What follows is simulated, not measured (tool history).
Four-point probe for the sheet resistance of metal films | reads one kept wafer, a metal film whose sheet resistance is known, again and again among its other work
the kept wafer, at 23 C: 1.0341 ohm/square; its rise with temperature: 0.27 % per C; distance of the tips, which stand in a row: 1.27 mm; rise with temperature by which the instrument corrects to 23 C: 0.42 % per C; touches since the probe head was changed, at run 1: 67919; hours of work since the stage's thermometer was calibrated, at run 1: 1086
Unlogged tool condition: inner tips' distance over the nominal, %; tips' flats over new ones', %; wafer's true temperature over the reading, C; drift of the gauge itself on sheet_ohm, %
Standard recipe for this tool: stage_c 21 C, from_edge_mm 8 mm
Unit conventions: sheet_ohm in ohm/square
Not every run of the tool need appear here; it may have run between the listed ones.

run    hour  stage_c  from_edge_mm  touches since the probe head was changed  hours of work since the stage's thermometer was calibrated  sheet_ohm
  1     0.0       21             8                                     67919                                                        1086   1.056339
  2   137.6       20             8                                     74477                                                        1191   1.058225
  3   211.1       20             8                                     77981                                                        1247   1.058975
      225.0  -- stage's thermometer calibrated
  4   347.7       20             8                                     84470                                                          93   1.059114
  5   490.5       20             8                                     91279                                                         202   1.060468
  6   587.3       20             8                                     95892                                                         276   1.061113
      635.7  -- stage's thermometer calibrated, once more
  7   685.5       20             8                                    100549                                                          38   1.060311
  8   794.3       20             8                                    105736                                                         121   1.061233
  9   857.5       20             8                                    108749                                                         169   1.061245
 10   987.0       21             8                                    114926                                                         268   1.060381
 11  1120.0       21             9                                    121264                                                         369   1.058611
 12  1261.6       21             8                                    128017                                                         477   1.061744
 13  1408.5       21             8                                    135016                                                         589   1.062690
 14  1472.2       20             8                                    138055                                                         638   1.064269
 15  1595.1       21             3                                    143915                                                         731   1.141154
 16  1720.6       21             3                                    149897                                                         827   1.141763
 17  1787.5       21             5                                    153087                                                         878   1.085301
 18  1893.3       21             5                                    158129                                                         958   1.086420
     1983.8  -- new probe head fitted
 19  2040.9       21             8                                      2720                                                        1070   1.053914
 20  2110.6       21             8                                      6043                                                        1123   1.054785
 21  2244.9       19             8                                     12443                                                        1226   1.058319
     2288.9  -- stage's thermometer calibrated
 22  2353.3       19             8                                     17591                                                          49   1.058606
 23  2430.2       19             8                                     21257                                                         108   1.059014
 24  2544.0       19             8                                     26682                                                         194   1.059970
 25  2663.5       22            22                                     32379                                                         286   1.043495
 26  2801.9       22            36                                     38977                                                         391   1.043037
 27  2925.7       19            36                                     44875                                                         485   1.048349
 28  3057.8       28            24                                     51176                                                         586   1.036268
 29  3136.9       19             4                                     54943                                                         646   1.102171
 30  3274.6       31            36                                     61508                                                         751   1.032225
 31  3386.5       31            36                                     66845                                                         836   1.032736
 32  3518.7       26            23                                     73148                                                         937   1.041585
 33  3639.1       32             8                                     78887                                                        1029   1.045525
 34  3709.6       32             8                                     82246                                                        1083   1.045839
 35  3823.3       31            20                                     87667                                                        1169   1.036446
 36  3899.1       31            20                                     91281                                                        1227   1.036686
     3935.6  -- stage's thermometer calibrated
 37  4004.9       31            20                                     96300                                                          53   1.036781
 38  4114.4       33            59                                    101520                                                         136   1.032427
 39  4209.4       33            59                                    106051                                                         209   1.032960
 40  4298.6       33            59                                    110301                                                         277   1.033594
 41  4363.3       35            68                                    113386                                                         326   1.030794
 42  4471.8       26            25                                    118559                                                         409   1.045622
 43  4572.9       19            48                                    123379                                                         486   1.055411
 44  4644.2       24            27                                    126781                                                         540   1.049353

Forecast each of these 4 alternatives for the next run:
  A  4767.9       29             3                                    132676                                                         634          ?
  B  4767.9       30            27                                    132676                                                         634          ?
  C  4767.9       19            18                                    132676                                                         634          ?
  D  4767.9       29            27                                    132676                                                         634          ?

run  sheet_ohm
  A   1.131943
  B   1.040978
  C   1.058859
  D   1.042301
Take away the tool's hidden state, keep each run's random variation, and the runs would have read:
run  sheet_ohm
  A   1.114871
  B   1.025164
  C   1.042767
  D   1.026466

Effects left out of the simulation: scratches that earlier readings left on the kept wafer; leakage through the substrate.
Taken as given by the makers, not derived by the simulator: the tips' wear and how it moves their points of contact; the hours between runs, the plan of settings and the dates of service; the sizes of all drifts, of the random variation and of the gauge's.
